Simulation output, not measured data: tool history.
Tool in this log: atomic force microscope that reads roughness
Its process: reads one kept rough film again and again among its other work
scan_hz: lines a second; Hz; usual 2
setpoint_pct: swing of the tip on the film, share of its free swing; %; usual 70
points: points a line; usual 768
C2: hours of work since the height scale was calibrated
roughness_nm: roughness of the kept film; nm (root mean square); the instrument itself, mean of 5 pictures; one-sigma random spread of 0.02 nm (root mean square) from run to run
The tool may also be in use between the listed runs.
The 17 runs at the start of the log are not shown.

{"hour": 271.9, "done": "new tip fitted"}
{"run": 18, "hour": 279.8, "scan_hz": 2, "setpoint_pct": 70, "points": 469, "pictures with this tip": 8, "C2": 6, "roughness_nm": 4.921}
{"run": 19, "hour": 295.1, "scan_hz": 2, "setpoint_pct": 70, "points": 469, "pictures with this tip": 22, "C2": 13, "roughness_nm": 4.896}
{"run": 20, "hour": 318.9, "scan_hz": 2, "setpoint_pct": 70, "points": 469, "pictures with this tip": 45, "C2": 24, "roughness_nm": 4.883}
{"run": 21, "hour": 336.9, "scan_hz": 2, "setpoint_pct": 70, "points": 469, "pictures with this tip": 62, "C2": 32, "roughness_nm": 4.852}
{"run": 22, "hour": 354.7, "scan_hz": 3.19, "setpoint_pct": 66, "points": 417, "pictures with this tip": 79, "C2": 40, "roughness_nm": 4.718}
{"run": 23, "hour": 376.1, "scan_hz": 2, "setpoint_pct": 59, "points": 404, "pictures with this tip": 99, "C2": 50, "roughness_nm": 5.066}
{"run": 24, "hour": 395.3, "scan_hz": 2, "setpoint_pct": 70, "points": 313, "pictures with this tip": 117, "C2": 59, "roughness_nm": 4.774}
{"run": 25, "hour": 415.6, "scan_hz": 3.54, "setpoint_pct": 70, "points": 548, "pictures with this tip": 137, "C2": 68, "roughness_nm": 4.413}
{"run": 26, "hour": 434.9, "scan_hz": 3.54, "setpoint_pct": 70, "points": 548, "pictures with this tip": 155, "C2": 77, "roughness_nm": 4.375}
{"run": 27, "hour": 448.8, "scan_hz": 3.72, "setpoint_pct": 58, "points": 679, "pictures with this tip": 168, "C2": 83, "roughness_nm": 4.765}
{"run": 28, "hour": 466.9, "scan_hz": 2, "setpoint_pct": 70, "points": 331, "pictures with this tip": 185, "C2": 91, "roughness_nm": 4.654}
{"run": 29, "hour": 480.4, "scan_hz": 0.79, "setpoint_pct": 74, "points": 318, "pictures with this tip": 198, "C2": 97, "roughness_nm": 4.936}
{"run": 30, "hour": 503.1, "scan_hz": 1.23, "setpoint_pct": 74, "points": 441, "pictures with this tip": 220, "C2": 108, "roughness_nm": 4.767}
{"run": 31, "hour": 526.1, "scan_hz": 1.46, "setpoint_pct": 77, "points": 265, "pictures with this tip": 241, "C2": 118, "roughness_nm": 4.557}
{"run": 32, "hour": 550.0, "scan_hz": 1.46, "setpoint_pct": 77, "points": 265, "pictures with this tip": 264, "C2": 129, "roughness_nm": 4.561}
{"run": 33, "hour": 565.9, "scan_hz": 1.46, "setpoint_pct": 77, "points": 265, "pictures with this tip": 279, "C2": 136, "roughness_nm": 4.531}
{"hour": 573.2, "done": "new tip fitted"}
{"run": 34, "hour": 581.8, "scan_hz": 1.65, "setpoint_pct": 67, "points": 762, "pictures with this tip": 8, "C2": 143, "roughness_nm": 5.08}
{"run": 35, "hour": 596.0, "scan_hz": 1.65, "setpoint_pct": 67, "points": 285, "pictures with this tip": 21, "C2": 150, "roughness_nm": 5.04}
{"run": 36, "hour": 615.7, "scan_hz": 3.02, "setpoint_pct": 69, "points": 282, "pictures with this tip": 40, "C2": 158, "roughness_nm": 4.664}
{"run": 37, "hour": 625.6, "scan_hz": 1.98, "setpoint_pct": 55, "points": 371, "pictures with this tip": 50, "C2": 163, "roughness_nm": 5.161}
{"run": 38, "hour": 646.0, "scan_hz": 0.52, "setpoint_pct": 59, "points": 973, "pictures with this tip": 69, "C2": 172, "roughness_nm": 5.298}

3 options for the next run, each taken on its own from the tool as it stands now. Forecast them:
{"run": "A", "hour": 666.4, "scan_hz": 0.52, "setpoint_pct": 59, "points": 263, "pictures with this tip": 88, "C2": 182, "roughness_nm": "?"}
{"run": "B", "hour": 666.4, "scan_hz": 2, "setpoint_pct": 61, "points": 790, "pictures with this tip": 88, "C2": 182, "roughness_nm": "?"}
{"run": "C", "hour": 666.4, "scan_hz": 3.04, "setpoint_pct": 59, "points": 780, "pictures with this tip": 88, "C2": 182, "roughness_nm": "?"}

run=A roughness_nm=5.257
run=B roughness_nm=5.032
run=C roughness_nm=4.904
The same runs, with their run-to-run variation unchanged, on a tool lacking any hidden condition would have given:
run=A roughness_nm=5.403
run=B roughness_nm=5.172
run=C roughness_nm=5.039
